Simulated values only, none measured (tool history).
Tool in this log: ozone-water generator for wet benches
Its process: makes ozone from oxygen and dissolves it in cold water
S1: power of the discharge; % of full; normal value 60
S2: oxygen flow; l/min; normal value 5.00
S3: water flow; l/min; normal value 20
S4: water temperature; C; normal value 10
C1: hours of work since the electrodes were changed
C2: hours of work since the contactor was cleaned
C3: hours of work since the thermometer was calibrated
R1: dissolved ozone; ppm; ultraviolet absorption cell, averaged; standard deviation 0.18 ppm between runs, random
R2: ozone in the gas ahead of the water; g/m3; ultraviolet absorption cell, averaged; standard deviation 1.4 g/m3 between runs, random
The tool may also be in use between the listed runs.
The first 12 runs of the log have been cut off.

{"run": 13, "hour": 274.1, "S1": 60, "S2": 5.0, "S3": 22, "S4": 10, "C1": 767, "C2": 163, "C3": 2348, "R1": 22.6, "R2": 254.4}
{"run": 14, "hour": 289.9, "S1": 60, "S2": 5.0, "S3": 22, "S4": 10, "C1": 778, "C2": 174, "C3": 2359, "R1": 22.6, "R2": 254.4}
{"run": 15, "hour": 313.6, "S1": 60, "S2": 5.0, "S3": 22, "S4": 10, "C1": 794, "C2": 190, "C3": 2375, "R1": 22.5, "R2": 254.7}
{"run": 16, "hour": 328.5, "S1": 60, "S2": 5.0, "S3": 20, "S4": 10, "C1": 805, "C2": 201, "C3": 2386, "R1": 25.1, "R2": 251.9}
{"run": 17, "hour": 346.2, "S1": 60, "S2": 5.0, "S3": 20, "S4": 10, "C1": 817, "C2": 213, "C3": 2398, "R1": 25.0, "R2": 253.3}
{"run": 18, "hour": 375.9, "S1": 76, "S2": 5.0, "S3": 23, "S4": 8, "C1": 838, "C2": 234, "C3": 2419, "R1": 24.9, "R2": 287.5}
{"run": 19, "hour": 396.2, "S1": 73, "S2": 5.0, "S3": 20, "S4": 10, "C1": 853, "C2": 249, "C3": 2434, "R1": 27.8, "R2": 278.5}
{"run": 20, "hour": 426.1, "S1": 73, "S2": 5.0, "S3": 20, "S4": 10, "C1": 874, "C2": 270, "C3": 2455, "R1": 27.6, "R2": 280.7}
{"run": 21, "hour": 442.1, "S1": 66, "S2": 5.0, "S3": 20, "S4": 10, "C1": 885, "C2": 281, "C3": 2466, "R1": 26.5, "R2": 268.7}
{"run": 22, "hour": 463.5, "S1": 65, "S2": 5.0, "S3": 20, "S4": 10, "C1": 900, "C2": 296, "C3": 2481, "R1": 26.1, "R2": 263.3}
{"run": 23, "hour": 486.6, "S1": 65, "S2": 5.0, "S3": 20, "S4": 10, "C1": 916, "C2": 312, "C3": 2497, "R1": 26.3, "R2": 266.7}
{"run": 24, "hour": 512.1, "S1": 60, "S2": 5.0, "S3": 21, "S4": 6, "C1": 934, "C2": 330, "C3": 2515, "R1": 24.7, "R2": 255.0}
{"run": 25, "hour": 535.9, "S1": 89, "S2": 5.0, "S3": 23, "S4": 10, "C1": 951, "C2": 347, "C3": 2532, "R1": 26.5, "R2": 308.7}
{"run": 26, "hour": 561.7, "S1": 89, "S2": 5.0, "S3": 23, "S4": 10, "C1": 969, "C2": 365, "C3": 2550, "R1": 26.3, "R2": 312.0}
{"run": 27, "hour": 583.5, "S1": 89, "S2": 5.0, "S3": 23, "S4": 10, "C1": 984, "C2": 380, "C3": 2565, "R1": 26.3, "R2": 313.6}
{"run": 28, "hour": 609.5, "S1": 68, "S2": 3.79, "S3": 27, "S4": 5, "C1": 1002, "C2": 398, "C3": 2583, "R1": 18.7, "R2": 312.6}
{"run": 29, "hour": 640.1, "S1": 60, "S2": 5.0, "S3": 30, "S4": 7, "C1": 1024, "C2": 420, "C3": 2605, "R1": 16.3, "R2": 254.4}
{"run": 30, "hour": 664.7, "S1": 71, "S2": 5.0, "S3": 17, "S4": 7, "C1": 1041, "C2": 437, "C3": 2622, "R1": 33.7, "R2": 278.2}
{"run": 31, "hour": 690.8, "S1": 52, "S2": 5.11, "S3": 24, "S4": 5, "C1": 1059, "C2": 456, "C3": 2641, "R1": 20.3, "R2": 234.3}
{"run": 32, "hour": 710.2, "S1": 52, "S2": 5.11, "S3": 24, "S4": 5, "C1": 1073, "C2": 469, "C3": 2654, "R1": 19.9, "R2": 235.4}

Consider 3 possible next runs. They are alternatives, not a sequence: every one starts from the tool as it was left by run 32. What does each give?
{"run": "A", "hour": 729.8, "S1": 83, "S2": 5.0, "S3": 20, "S4": 10, "C1": 1087, "C2": 483, "C3": 2668, "R1": "?", "R2": "?"}
{"run": "B", "hour": 729.8, "S1": 60, "S2": 5.51, "S3": 20, "S4": 10, "C1": 1087, "C2": 483, "C3": 2668, "R1": "?", "R2": "?"}
{"run": "C", "hour": 729.8, "S1": 52, "S2": 4.92, "S3": 29, "S4": 7, "C1": 1087, "C2": 483, "C3": 2668, "R1": "?", "R2": "?"}

run=A R1=29.8 R2=302.8
run=B R1=25.5 R2=241.1
run=C R1=15.6 R2=237.2
What these runs would have given with no unlogged condition in the tool:
run=A R1=29.8 R2=303.0
run=B R1=25.5 R2=241.2
run=C R1=15.6 R2=237.4
